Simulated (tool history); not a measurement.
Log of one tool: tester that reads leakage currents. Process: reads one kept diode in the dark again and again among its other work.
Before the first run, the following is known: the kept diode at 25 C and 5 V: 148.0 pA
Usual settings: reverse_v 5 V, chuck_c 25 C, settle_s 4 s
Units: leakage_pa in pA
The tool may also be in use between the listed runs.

Run 1, day 0: usual settings. Result: leakage_pa 142.69 pA.
Run 2, day 4.358: usual settings but reverse_v 2.76 V. Result: leakage_pa 104.25 pA.
At day 5.867: chuck's temperature calibrated.
Run 3, day 10.629: usual settings but reverse_v 2.76 V. Result: leakage_pa 109.43 pA.
Run 4, day 15.696: usual settings but reverse_v 2.76 V. Result: leakage_pa 108.93 pA.
At day 18.012: tester calibrated.
Run 5, day 18.542: usual settings but reverse_v 2.76 V. Result: leakage_pa 109.93 pA.
Run 6, day 22.833: usual settings but reverse_v 2.76 V. Result: leakage_pa 108.99 pA.
Run 7, day 26.225: usual settings but reverse_v 2.76 V. Result: leakage_pa 108.87 pA.
Run 8, day 30.125: usual settings but reverse_v 2.76 V, settle_s 3.91 s. Result: leakage_pa 108.78 pA.
Run 9, day 34.446: usual settings but reverse_v 5.54 V. Result: leakage_pa 156.68 pA.
Run 10, day 37.175: usual settings but reverse_v 5.54 V. Result: leakage_pa 156.82 pA.
Run 11, day 42.662: usual settings but reverse_v 5.54 V, chuck_c 24 C. Result: leakage_pa 143.5 pA.
Run 12, day 46.242: usual settings but reverse_v 5.54 V, chuck_c 24 C. Result: leakage_pa 142.77 pA.
Run 13, day 51.992: usual settings. Result: leakage_pa 146.94 pA.
At day 52.45: chuck's temperature calibrated.
Run 14, day 58.175: usual settings but settle_s 6.03 s. Result: leakage_pa 154.25 pA.
Run 15, day 62.046: usual settings but settle_s 6.03 s. Result: leakage_pa 154.06 pA.
Run 16, day 66.533: usual settings but settle_s 6.03 s. Result: leakage_pa 153.1 pA.
Run 17, day 71.175: usual settings but settle_s 9.31 s. Result: leakage_pa 152.86 pA.
Run 18, day 74.621: usual settings but chuck_c 42 C, settle_s 9.31 s. Result: leakage_pa 608.5 pA.
Run 19, day 79.4: usual settings but chuck_c 42 C, settle_s 9.31 s. Result: leakage_pa 605.54 pA.
Run 20, day 84.462: usual settings but reverse_v 5.7 V, chuck_c 23 C, settle_s 1.54 s. Result: leakage_pa 138.23 pA.
Run 21, day 87.408: usual settings but reverse_v 1.12 V, chuck_c 56 C, settle_s 1.43 s. Result: leakage_pa 791.86 pA.
Run 22, day 90.7: usual settings but reverse_v 1.74 V, chuck_c 45 C, settle_s 0.57 s. Result: leakage_pa 435 pA.
Run 23, day 96.467: usual settings but reverse_v 1.59 V, settle_s 0.68 s. Result: leakage_pa 81.66 pA.
At day 98.85: chuck's temperature calibrated.
Run 24, day 100.754: usual settings but chuck_c 51 C, settle_s 0.37 s. Result: leakage_pa 1224.55 pA.
At day 102.096: probe card cleaned and baked.
Run 25, day 103.796: usual settings but reverse_v 2.31 V, chuck_c 59 C, settle_s 0.37 s. Result: leakage_pa 1451.98 pA.
Run 26, day 107.254: usual settings but reverse_v 2.9 V, chuck_c 49 C, settle_s 1.66 s. Result: leakage_pa 782.79 pA.
Run 27, day 111.283: usual settings but settle_s 0.72 s. Result: leakage_pa 148.55 pA.
Run 28, day 115.083: usual settings but settle_s 0.72 s. Result: leakage_pa 148.22 pA.
Run 29, day 118.796: usual settings but reverse_v 18.12 V, settle_s 0.42 s. Result: leakage_pa 299.5 pA.
Run 30, day 124.483: usual settings but reverse_v 2 V, settle_s 3.06 s. Result: leakage_pa 89.98 pA.
Run 31, day 129.842: usual settings but reverse_v 5.1 V, chuck_c 41 C, settle_s 0.59 s. Result: leakage_pa 555.79 pA.
Run 32, day 133.592: usual settings but reverse_v 1.14 V, chuck_c 21 C, settle_s 1.45 s. Result: leakage_pa 46.57 pA.
Run 33, day 137.258: usual settings but reverse_v 1.14 V, chuck_c 21 C, settle_s 1.45 s. Result: leakage_pa 46.49 pA.
Run 34, day 142.05: usual settings but reverse_v 3.38 V, chuck_c 24 C, settle_s 1.45 s. Result: leakage_pa 107.4 pA.

Measured less the same run without the tool's hidden state. The same run-to-run variation is in both; the gauge's scatter may not be:
The tool's hidden condition here consists of: stray current of the dirty probe card, pA a volt; current scale over the true one, %; true chuck temperature over the reading, C; drift of the gauge itself on leakage_pa, %.
run  leakage_pa
  1       -5.62
  2       -4.86
  3       +0.27
  4       -0.18
  5        +0.6
  6       +0.22
  7       -0.03
  8       -0.38
  9       +0.22
 10       -0.08
 11       -0.08
 12       -0.39
 13       -1.61
 14       +5.83
 15       +5.43
 16       +4.95
 17       +4.41
 18       -3.01
 19       -5.49
 20       +4.47
 21      -19.23
 22      -10.91
 23       -0.73
 24       +2.31
 25      -10.81
 26       -8.45
 27       -1.83
 28       -2.25
 29       -3.47
 30        -2.3
 31       -17.4
 32       -1.55
 33       -1.69
 34       -3.85

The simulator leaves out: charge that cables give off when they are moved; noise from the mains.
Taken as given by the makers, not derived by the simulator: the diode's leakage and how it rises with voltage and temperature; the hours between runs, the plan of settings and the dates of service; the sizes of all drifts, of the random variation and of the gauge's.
